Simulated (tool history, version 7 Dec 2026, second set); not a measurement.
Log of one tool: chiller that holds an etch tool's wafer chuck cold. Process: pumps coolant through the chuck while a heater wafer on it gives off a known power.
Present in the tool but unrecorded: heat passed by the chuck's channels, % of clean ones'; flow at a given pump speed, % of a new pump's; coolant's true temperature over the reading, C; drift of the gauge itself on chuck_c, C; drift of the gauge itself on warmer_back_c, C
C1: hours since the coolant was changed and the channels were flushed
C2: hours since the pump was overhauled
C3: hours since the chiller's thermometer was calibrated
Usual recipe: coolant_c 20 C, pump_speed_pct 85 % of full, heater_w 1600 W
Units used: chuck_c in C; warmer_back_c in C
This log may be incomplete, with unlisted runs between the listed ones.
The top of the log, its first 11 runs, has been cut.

run 12 day=13.279 | coolant_c=20 pump_speed_pct=85 heater_w=2080 | C1=1567 C2=1587 C3=2861 | chuck_c=35.9 warmer_back_c=4.43
run 13 day=14.538 | coolant_c=20 pump_speed_pct=85 heater_w=2080 | C1=1597 C2=1618 C3=2891 | chuck_c=35.7 warmer_back_c=4.39
run 14 day=16.25 | coolant_c=20 pump_speed_pct=71 heater_w=1600 | C1=1638 C2=1659 C3=2932 | chuck_c=34.2 warmer_back_c=4.09
run 15 day=17.4 | coolant_c=20 pump_speed_pct=71 heater_w=1600 | C1=1666 C2=1686 C3=2960 | chuck_c=34.1 warmer_back_c=4.08
run 16 day=18.708 | coolant_c=20 pump_speed_pct=71 heater_w=1600 | C1=1697 C2=1718 C3=2991 | chuck_c=34.1 warmer_back_c=4.09
run 17 day=20.038 | coolant_c=20 pump_speed_pct=71 heater_w=1600 | C1=1729 C2=1750 C3=3023 | chuck_c=34.2 warmer_back_c=4.06
run 18 day=20.871 | coolant_c=20 pump_speed_pct=71 heater_w=1600 | C1=1749 C2=1770 C3=3043 | chuck_c=34.3 warmer_back_c=4.03
run 19 day=21.767 | coolant_c=20 pump_speed_pct=84 heater_w=986 | C1=1771 C2=1791 C3=3064 | chuck_c=27.6 warmer_back_c=1.9
run 20 day=23.312 | coolant_c=21 pump_speed_pct=85 heater_w=977 | C1=1808 C2=1828 C3=3101 | chuck_c=28.4 warmer_back_c=1.87
-- day=23.842 gauge calibrated
run 21 day=24.871 | coolant_c=21 pump_speed_pct=85 heater_w=977 | C1=1845 C2=1866 C3=3139 | chuck_c=28.4 warmer_back_c=2.1
run 22 day=25.608 | coolant_c=16 pump_speed_pct=92 heater_w=1020 | C1=1863 C2=1883 C3=3157 | chuck_c=23.3 warmer_back_c=2.06
run 23 day=27.233 | coolant_c=14 pump_speed_pct=66 heater_w=1600 | C1=1902 C2=1922 C3=3196 | chuck_c=29.4 warmer_back_c=4.63
run 24 day=28.046 | coolant_c=20 pump_speed_pct=67 heater_w=1387 | C1=1921 C2=1942 C3=3215 | chuck_c=33 warmer_back_c=3.87
run 25 day=29.133 | coolant_c=14 pump_speed_pct=91 heater_w=1693 | C1=1948 C2=1968 C3=3241 | chuck_c=26.2 warmer_back_c=3.41
run 26 day=30.292 | coolant_c=14 pump_speed_pct=91 heater_w=1693 | C1=1975 C2=1996 C3=3269 | chuck_c=26.1 warmer_back_c=3.34
run 27 day=31.867 | coolant_c=19 pump_speed_pct=79 heater_w=2043 | C1=2013 C2=2033 C3=3307 | chuck_c=35.7 warmer_back_c=4.77
run 28 day=33.429 | coolant_c=17 pump_speed_pct=85 heater_w=1834 | C1=2051 C2=2071 C3=3344 | chuck_c=31 warmer_back_c=3.92
run 29 day=34.55 | coolant_c=17 pump_speed_pct=85 heater_w=1834 | C1=2077 C2=2098 C3=3371 | chuck_c=31 warmer_back_c=3.83
run 30 day=35.346 | coolant_c=12 pump_speed_pct=92 heater_w=2088 | C1=2097 C2=2117 C3=3390 | chuck_c=27 warmer_back_c=4.05
run 31 day=37.1 | coolant_c=19 pump_speed_pct=67 heater_w=1600 | C1=2139 C2=2159 C3=3432 | chuck_c=33.6 warmer_back_c=4.39

3 options for the next run, each taken on its own from the tool as it stands now. Forecast them:
run A day=38.204 | coolant_c=13 pump_speed_pct=82 heater_w=1680 | C1=2165 C2=2186 C3=3459 | chuck_c=? warmer_back_c=?
run B day=38.204 | coolant_c=19 pump_speed_pct=67 heater_w=1473 | C1=2165 C2=2186 C3=3459 | chuck_c=? warmer_back_c=?
run C day=38.204 | coolant_c=19 pump_speed_pct=67 heater_w=1904 | C1=2165 C2=2186 C3=3459 | chuck_c=? warmer_back_c=?

run=A chuck_c=26 warmer_back_c=3.65
run=B chuck_c=32.8 warmer_back_c=3.98
run=C chuck_c=36.7 warmer_back_c=5.22
Had the tool no hidden state, the same runs would have come out as:
run=A chuck_c=26 warmer_back_c=3.82
run=B chuck_c=32.8 warmer_back_c=4.15
run=C chuck_c=36.7 warmer_back_c=5.39

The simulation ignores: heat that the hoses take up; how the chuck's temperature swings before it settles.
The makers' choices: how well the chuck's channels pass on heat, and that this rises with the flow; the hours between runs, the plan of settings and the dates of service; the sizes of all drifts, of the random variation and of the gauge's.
